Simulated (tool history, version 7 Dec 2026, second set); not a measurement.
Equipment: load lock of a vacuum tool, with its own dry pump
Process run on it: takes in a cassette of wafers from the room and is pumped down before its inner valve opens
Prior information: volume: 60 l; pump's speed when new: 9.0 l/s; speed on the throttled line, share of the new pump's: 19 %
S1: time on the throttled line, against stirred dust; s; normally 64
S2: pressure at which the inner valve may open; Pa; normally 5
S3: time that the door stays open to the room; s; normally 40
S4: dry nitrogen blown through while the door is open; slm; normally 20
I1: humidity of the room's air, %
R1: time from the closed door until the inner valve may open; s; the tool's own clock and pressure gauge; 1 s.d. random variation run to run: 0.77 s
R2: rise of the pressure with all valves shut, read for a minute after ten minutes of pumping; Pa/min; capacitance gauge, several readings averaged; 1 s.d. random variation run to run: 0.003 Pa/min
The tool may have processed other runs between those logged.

{"run": 1, "day": 0.0, "S1": 64, "S2": 5, "S3": 40, "S4": 20, "I1": 46.6, "R1": 125.6, "R2": 0.022}
{"run": 2, "day": 15.421, "S1": 64, "S2": 5, "S3": 70, "S4": 20, "I1": 45, "R1": 127, "R2": 0.032}
{"run": 3, "day": 30.954, "S1": 64, "S2": 5, "S3": 40, "S4": 20, "I1": 45.4, "R1": 127.1, "R2": 0.024}
{"run": 4, "day": 43.75, "S1": 64, "S2": 5, "S3": 135, "S4": 20, "I1": 43.8, "R1": 127.8, "R2": 0.048}
{"run": 5, "day": 71.683, "S1": 64, "S2": 5, "S3": 135, "S4": 20, "I1": 43.6, "R1": 129.6, "R2": 0.052}
{"run": 6, "day": 95.429, "S1": 64, "S2": 5, "S3": 40, "S4": 20, "I1": 42.3, "R1": 128.6, "R2": 0.029}
{"run": 7, "day": 121.033, "S1": 64, "S2": 5, "S3": 40, "S4": 20, "I1": 48.1, "R1": 130.4, "R2": 0.041}
{"run": 8, "day": 147.508, "S1": 64, "S2": 5, "S3": 40, "S4": 20, "I1": 44, "R1": 130.4, "R2": 0.046}
{"run": 9, "day": 167.6, "S1": 64, "S2": 5, "S3": 40, "S4": 20, "I1": 44.3, "R1": 131, "R2": 0.055}
{"run": 10, "day": 179.771, "S1": 64, "S2": 5, "S3": 40, "S4": 20, "I1": 45.2, "R1": 133.6, "R2": 0.055}
{"run": 11, "day": 192.996, "S1": 115, "S2": 5, "S3": 40, "S4": 20, "I1": 41.9, "R1": 170.2, "R2": 0.054}
{"run": 12, "day": 217.446, "S1": 115, "S2": 5, "S3": 40, "S4": 20, "I1": 45.2, "R1": 171, "R2": 0.063}
{"day": 231.229, "done": "dry pump taken out, an overhauled one fitted"}
{"run": 13, "day": 243.683, "S1": 64, "S2": 5, "S3": 40, "S4": 7, "I1": 47.2, "R1": 121, "R2": 0.077}
{"run": 14, "day": 256.746, "S1": 64, "S2": 5, "S3": 40, "S4": 7, "I1": 48.8, "R1": 119.2, "R2": 0.083}
{"run": 15, "day": 270.338, "S1": 64, "S2": 5, "S3": 40, "S4": 7, "I1": 43.8, "R1": 120.2, "R2": 0.089}
{"run": 16, "day": 291.896, "S1": 64, "S2": 5, "S3": 40, "S4": 7, "I1": 40.8, "R1": 118.9, "R2": 0.089}
{"run": 17, "day": 314.129, "S1": 64, "S2": 5, "S3": 40, "S4": 32, "I1": 46.7, "R1": 121.5, "R2": 0.086}
{"run": 18, "day": 334.488, "S1": 64, "S2": 5, "S3": 40, "S4": 32, "I1": 44.8, "R1": 120.4, "R2": 0.094}
{"run": 19, "day": 357.233, "S1": 57, "S2": 5, "S3": 32, "S4": 5, "I1": 42.6, "R1": 116.3, "R2": 0.118}
{"run": 20, "day": 371.612, "S1": 34, "S2": 8, "S3": 128, "S4": 9, "I1": 46.1, "R1": 95.8, "R2": 0.146}
{"run": 21, "day": 395.767, "S1": 68, "S2": 8, "S3": 128, "S4": 28, "I1": 46.9, "R1": 123, "R2": 0.139}
{"run": 22, "day": 419.625, "S1": 52, "S2": 6, "S3": 46, "S4": 35, "I1": 45.1, "R1": 112.4, "R2": 0.124}
{"run": 23, "day": 447.438, "S1": 116, "S2": 5, "S3": 193, "S4": 20, "I1": 45.2, "R1": 165, "R2": 0.17}
{"run": 24, "day": 469.388, "S1": 40, "S2": 5, "S3": 186, "S4": 20, "I1": 46.9, "R1": 105.5, "R2": 0.182}
{"run": 25, "day": 485.183, "S1": 40, "S2": 5, "S3": 186, "S4": 20, "I1": 50.2, "R1": 106.8, "R2": 0.201}
{"run": 26, "day": 513.279, "S1": 106, "S2": 5, "S3": 40, "S4": 20, "I1": 45.9, "R1": 159.2, "R2": 0.171}
{"run": 27, "day": 532.229, "S1": 106, "S2": 5, "S3": 40, "S4": 20, "I1": 46.1, "R1": 158.5, "R2": 0.182}
{"run": 28, "day": 549.296, "S1": 99, "S2": 5, "S3": 40, "S4": 32, "I1": 47.1, "R1": 154.6, "R2": 0.187}
{"run": 29, "day": 570.375, "S1": 99, "S2": 5, "S3": 40, "S4": 32, "I1": 42.6, "R1": 154.1, "R2": 0.205}
{"run": 30, "day": 582.333, "S1": 99, "S2": 5, "S3": 40, "S4": 32, "I1": 46.6, "R1": 156.3, "R2": 0.205}
{"run": 31, "day": 599.479, "S1": 33, "S2": 5, "S3": 220, "S4": 20, "I1": 48.7, "R1": 103.2, "R2": 0.257}
{"run": 32, "day": 620.5, "S1": 62, "S2": 5, "S3": 146, "S4": 5, "I1": 39.8, "R1": 127.3, "R2": 0.274}
{"run": 33, "day": 640.408, "S1": 54, "S2": 5, "S3": 40, "S4": 20, "I1": 43, "R1": 121.5, "R2": 0.237}
{"run": 34, "day": 662.275, "S1": 54, "S2": 5, "S3": 40, "S4": 20, "I1": 43.6, "R1": 123.2, "R2": 0.247}
{"run": 35, "day": 681.954, "S1": 34, "S2": 7, "S3": 76, "S4": 16, "I1": 46.1, "R1": 104.3, "R2": 0.275}
{"run": 36, "day": 709.021, "S1": 35, "S2": 5, "S3": 40, "S4": 20, "I1": 47.6, "R1": 109.1, "R2": 0.275}

Each row is a separate what-if for the run after 36, all from the same tool condition, not one after another. Results?
{"run": "A", "day": 728.558, "S1": 89, "S2": 4, "S3": 40, "S4": 11, "I1": 42.5, "R1": "?", "R2": "?"}
{"run": "B", "day": 728.558, "S1": 35, "S2": 8, "S3": 95, "S4": 18, "I1": 41.4, "R1": "?", "R2": "?"}
{"run": "C", "day": 728.558, "S1": 74, "S2": 4, "S3": 40, "S4": 20, "I1": 47.3, "R1": "?", "R2": "?"}
{"run": "D", "day": 728.558, "S1": 34, "S2": 4, "S3": 40, "S4": 24, "I1": 45.9, "R1": "?", "R2": "?"}
{"run": "E", "day": 728.558, "S1": 64, "S2": 10, "S3": 114, "S4": 20, "I1": 48.6, "R1": "?", "R2": "?"}

run=A R1=153.5 R2=0.28
run=B R1=105.7 R2=0.303
run=C R1=143.2 R2=0.293
run=D R1=111.9 R2=0.277
run=E R1=127.7 R2=0.311
Without the tool's hidden state the same runs would have given:
run=A R1=140.1 R2=0.015
run=B R1=91.1 R2=0.034
run=C R1=129.2 R2=0.026
run=D R1=95.8 R2=0.013
run=E R1=114.8 R2=0.04
